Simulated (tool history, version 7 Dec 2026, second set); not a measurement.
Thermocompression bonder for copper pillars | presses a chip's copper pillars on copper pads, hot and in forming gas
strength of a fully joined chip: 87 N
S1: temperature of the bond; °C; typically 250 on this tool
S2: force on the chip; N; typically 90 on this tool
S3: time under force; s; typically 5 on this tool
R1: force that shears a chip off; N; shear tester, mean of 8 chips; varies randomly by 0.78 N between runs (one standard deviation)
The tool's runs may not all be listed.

| run | hour | S1 | S2 | S3 | R1 |
|---|---|---|---|---|---|
| 1 | 0 | 250 | 90 | 5 | 62.7 |
| 2 | 17 | 270 | 90 | 5 | 68.6 |
| 3 | 32.2 | 250 | 90 | 5 | 60.1 |
| 4 | 46 | 250 | 90 | 5 | 61.3 |
| 5 | 60.2 | 250 | 86 | 5 | 57.4 |
| 6 | 79.8 | 250 | 86 | 5 | 59.4 |
| 7 | 88.2 | 250 | 86 | 5 | 58.1 |
| 8 | 103.7 | 221 | 90 | 5 | 43.3 |
| 9 | 115.7 | 221 | 90 | 5 | 43 |
| 10 | 131.1 | 221 | 90 | 5 | 41.9 |
| 11 | 149.5 | 221 | 90 | 5 | 41.6 |
| 12 | 164.8 | 250 | 96 | 5 | 60.9 |
| 13 | 177.3 | 250 | 96 | 5 | 58.1 |
| 14 | 192.7 | 250 | 96 | 5 | 59.3 |
| 15 | 212.2 | 250 | 90 | 5 | 56 |
| 16 | 229.8 | 250 | 90 | 4 | 52.5 |
|  | 231.2 | forming gas filter changed |
| 17 | 246.6 | 277 | 90 | 5 | 74.2 |
| 18 | 258.1 | 277 | 90 | 5 | 73 |
| 19 | 268.1 | 277 | 90 | 5 | 72.8 |
| 20 | 286.4 | 277 | 57 | 5 | 63 |
| 21 | 297.6 | 277 | 57 | 5 | 63.2 |
| 22 | 311 | 249 | 54 | 5 | 47.8 |
| 23 | 329.7 | 230 | 90 | 5 | 49.5 |
| 24 | 341.2 | 250 | 90 | 9 | 67.1 |
| 25 | 354.8 | 250 | 90 | 9 | 67.9 |
| 26 | 373.5 | 250 | 90 | 9 | 67.8 |
| 27 | 386.9 | 245 | 116 | 9 | 70.2 |
| 28 | 400.1 | 239 | 71 | 7 | 51.7 |
| 29 | 417.8 | 239 | 71 | 7 | 51.3 |
| 30 | 435.3 | 239 | 71 | 7 | 52.6 |
| 31 | 448.8 | 259 | 125 | 7 | 70.4 |
| 32 | 468.4 | 250 | 90 | 7 | 60.4 |
| 33 | 481 | 270 | 129 | 4 | 68.7 |
|  | 485.6 | forming gas filter changed |
| 34 | 497.7 | 250 | 117 | 5 | 67.8 |
| 35 | 509.8 | 250 | 117 | 5 | 69 |
| 36 | 528.2 | 223 | 117 | 5 | 52.8 |
| 37 | 540.4 | 260 | 90 | 5 | 66.4 |
| 38 | 553.6 | 244 | 65 | 5 | 48.7 |
| 39 | 569.3 | 257 | 95 | 5 | 65 |

Alternative continuations, all from the tool just after run 39; predict every row:
| A | 581.6 | 260 | 90 | 5 | ? |
| B | 581.6 | 234 | 103 | 8 | ? |
| C | 581.6 | 233 | 75 | 6 | ? |
| D | 581.6 | 278 | 90 | 11 | ? |
| E | 581.6 | 247 | 90 | 6 | ? |

| run | R1 |
|---|---|
| A | 65.5 |
| B | 61.9 |
| C | 49.1 |
| D | 80.4 |
| E | 62.3 |
Without the tool's hidden state the same runs would have given:
| run | R1 |
|---|---|
| A | 65.9 |
| B | 61.8 |
| C | 48.4 |
| D | 82.6 |
| E | 62.2 |
